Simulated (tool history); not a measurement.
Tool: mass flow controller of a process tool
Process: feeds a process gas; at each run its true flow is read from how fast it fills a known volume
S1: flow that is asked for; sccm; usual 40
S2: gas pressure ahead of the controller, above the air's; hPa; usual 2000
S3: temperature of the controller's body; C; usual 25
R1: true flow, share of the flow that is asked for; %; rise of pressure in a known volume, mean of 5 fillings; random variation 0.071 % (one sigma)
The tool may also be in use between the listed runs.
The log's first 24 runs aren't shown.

run,hour,S1,S2,S3,R1
25,1534.6,40,2000,37,99.44
26,1619.8,42,1860,37,99.53
27,1690.8,42,1860,37,99.58
# hour 1699.4: controller's zero set anew
28,1746.2,47,1770,22,99.3
29,1801.2,40,1990,32,99.25
30,1876.6,40,2000,26,98.92
31,1947.5,37,2000,23,98.67
32,1988.6,41,2000,36,99.5
33,2027.3,41,1490,36,99.71
# hour 2110.2: controller's zero set anew, once more
34,2113.2,41,1490,36,99.46
35,2200.5,40,2160,26,98.52
36,2254.5,31,2170,34,98.29
37,2327.3,40,2680,34,98.7
38,2415.5,40,2680,34,98.59
39,2497,40,2680,34,98.7
40,2563.8,40,2680,34,98.48
41,2628.8,41,2170,29,98.8
42,2718.1,12,1490,25,97.36
43,2804,13,2000,24,97.08
44,2863.2,40,2770,23,98.11
45,2920.5,40,2770,23,97.96
46,2997.3,40,2000,21,98.39
47,3051.7,15,1810,21,96.96
48,3120.5,15,2000,34,97.46

3 ways to go on from here, each from the tool as it stands after run 48. What would each give?
A,3205.5,29,1710,20,?
B,3205.5,44,1570,34,?
C,3205.5,21,2150,25,?

run,R1
A,97.76
B,99.24
C,97.6
Without the tool's hidden state the same runs would have given:
run,R1
A,98.71
B,100.2
C,98.54

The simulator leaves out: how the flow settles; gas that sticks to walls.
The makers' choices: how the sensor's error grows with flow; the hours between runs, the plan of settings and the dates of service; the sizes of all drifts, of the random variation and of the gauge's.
